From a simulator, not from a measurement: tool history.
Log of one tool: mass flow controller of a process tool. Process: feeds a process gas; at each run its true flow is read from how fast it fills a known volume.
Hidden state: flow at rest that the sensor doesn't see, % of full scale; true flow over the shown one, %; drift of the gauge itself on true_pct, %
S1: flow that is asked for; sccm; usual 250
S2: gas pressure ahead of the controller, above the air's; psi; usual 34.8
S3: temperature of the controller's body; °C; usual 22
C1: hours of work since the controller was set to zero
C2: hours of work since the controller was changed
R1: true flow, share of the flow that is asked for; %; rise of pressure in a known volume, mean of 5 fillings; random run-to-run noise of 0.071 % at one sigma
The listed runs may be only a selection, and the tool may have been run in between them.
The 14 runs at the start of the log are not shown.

run    hour   S1    S2  S3    C1    C2      R1
 15   915.3  250  34.8  22   864   864  100.45
 16   957.8   93  23.8  27   883   883   99.52
 17   997.2   93  23.8  27   900   900   99.58
 18  1037.1  168  35.4  32   918   918   99.88
 19  1101.9  360    30  22   946   946  100.77
 20  1154.6  250  28.9  22   969   969  100.68
 21  1194.1  250  28.9  22   986   986  100.56
 22  1273.7  250  20.6  22  1021  1021  100.43
 23  1315.8  114  21.3  22  1039  1039  100.05
 24  1379.8  114  21.3  22  1067  1067  100.18
 25  1431.5   62  33.2  26  1090  1090  100.29
 26  1489.4  383  34.8  39  1115  1115  100.73
 27  1551.3  383  34.8  39  1142  1142   100.9
 28  1607.6  383  36.3  39  1167  1167  100.84
 29  1679.5  116  36.3  29  1198  1198  100.63
 30  1740.7  232  21.6  27  1225  1225  100.74

5 options for the next run, each taken on its own from the tool as it stands now. Forecast them:
  A  1806.6   98  39.3  33  1254  1254   ?
  B  1806.6   77  34.8  34  1254  1254   ?
  C  1806.6  194  36.7  27  1254  1254   ?
  D  1806.6  232  21.6  27  1254  1254   ?
  E  1806.6  232  39.9  30  1254  1254   ?

run      R1
  A  100.55
  B  100.28
  C  100.98
  D  100.78
  E  100.93
Without the tool's hidden state the same runs would have given:
run     R1
  A  98.77
  B   98.5
  C  99.19
  D  98.99
  E  99.14
